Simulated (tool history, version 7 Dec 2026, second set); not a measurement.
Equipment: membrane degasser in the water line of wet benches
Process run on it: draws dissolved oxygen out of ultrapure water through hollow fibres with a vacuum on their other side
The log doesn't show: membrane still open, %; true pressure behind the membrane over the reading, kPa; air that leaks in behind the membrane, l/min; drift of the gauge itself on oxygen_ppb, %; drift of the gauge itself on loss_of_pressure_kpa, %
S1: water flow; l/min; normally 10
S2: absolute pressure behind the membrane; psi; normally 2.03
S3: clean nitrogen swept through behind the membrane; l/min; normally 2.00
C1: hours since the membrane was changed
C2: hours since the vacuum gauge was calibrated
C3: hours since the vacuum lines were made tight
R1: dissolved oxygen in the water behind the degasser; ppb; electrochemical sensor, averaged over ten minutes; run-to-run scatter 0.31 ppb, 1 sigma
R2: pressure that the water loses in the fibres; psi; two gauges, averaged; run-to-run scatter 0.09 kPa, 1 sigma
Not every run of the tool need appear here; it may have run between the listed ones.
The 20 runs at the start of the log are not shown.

run,hour,S1,S2,S3,C1,C2,C3,R1,R2
# hour 1465.4: seals of the vacuum lines changed
21,1534.8,11,2.03,1.63,3098,824,69,178.3,5.390
22,1584.0,8,2.39,1.89,3147,873,119,138.7,3.928
23,1671.9,8,2.39,1.66,3235,961,207,157.2,3.913
24,1782.8,8,2.00,1.30,3346,1072,317,159.2,3.919
25,1847.1,8,2.00,3.06,3410,1136,382,70.0,3.923
26,1912.6,8,3.74,3.06,3476,1201,447,148.1,3.916
# hour 1957.9: gauge calibrated
27,1991.4,10,2.03,1.84,3555,1280,526,142.7,4.888
28,2099.8,15,4.44,2.00,3663,1388,634,491.7,7.356
29,2178.8,10,3.60,2.00,3742,1467,713,258.1,4.885
30,2229.4,10,3.60,0.93,3793,1518,764,517.4,4.891
31,2322.9,10,3.60,0.93,3886,1612,858,520.5,4.892
32,2416.4,10,3.60,2.02,3980,1705,951,256.6,4.865

Forecast each of these 3 alternatives for the next run:
A,2513.1,14,5.03,1.85,4076,1802,1048,?,?
B,2513.1,15,1.89,2.00,4076,1802,1048,?,?
C,2513.1,11,4.41,1.51,4076,1802,1048,?,?

run,R1,R2
A,558.2,6.853
B,196.8,7.340
C,459.7,5.379
Had the tool no hidden state, the same runs would have come out as:
run,R1,R2
A,555.1,6.852
B,195.6,7.339
C,457.1,5.378
